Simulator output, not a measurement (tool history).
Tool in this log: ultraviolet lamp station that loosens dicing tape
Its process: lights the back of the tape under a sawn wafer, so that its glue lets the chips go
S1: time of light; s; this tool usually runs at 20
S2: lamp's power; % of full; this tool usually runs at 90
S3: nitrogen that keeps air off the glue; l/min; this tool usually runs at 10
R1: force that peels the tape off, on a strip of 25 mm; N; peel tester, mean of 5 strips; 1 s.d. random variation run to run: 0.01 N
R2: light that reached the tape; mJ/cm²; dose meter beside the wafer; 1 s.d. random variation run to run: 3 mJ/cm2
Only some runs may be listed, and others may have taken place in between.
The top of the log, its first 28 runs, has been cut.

run   hour  S1  S2  S3     R1   R2
 29  451.5  23  73  14  0.635  308
 30  472.6  11  65   3  2.143  126
 31  492.7  11  65   3  2.151  126
 32  503.4  11  73   3  2.046  139
 33  518.8  11  73   6  1.824  140
 34  529.1  26  67  19  0.565  309
 35  551.9  20  85  11   0.78  298
 36  572.1  20  85  11  0.768  293
 37  587.5  37  79  12  0.367  498
 38  608.5  13  92  10  1.185  203
 39  622.5  33  82   7  0.547  458
 40  644.7  20  75  10  0.987  254
 41  664.1  35  69   7   0.64  402
 42    680  35  69   7   0.67  399
 43  695.1  35  69   7  0.654  397

Branching from run 43: 3 alternative next runs. What would each branch give?
  A  712.3  16  68  10   ?   ?
  B  712.3  29  69   7   ?   ?
  C  712.3  23  69  14   ?   ?

run     R1   R2
  A  1.343  177
  B  0.838  323
  C  0.783  261
The same runs, with their run-to-run variation unchanged, on a tool lacking any hidden condition would have given:
run     R1   R2
  A  0.871  275
  B  0.473  504
  C  0.439  405

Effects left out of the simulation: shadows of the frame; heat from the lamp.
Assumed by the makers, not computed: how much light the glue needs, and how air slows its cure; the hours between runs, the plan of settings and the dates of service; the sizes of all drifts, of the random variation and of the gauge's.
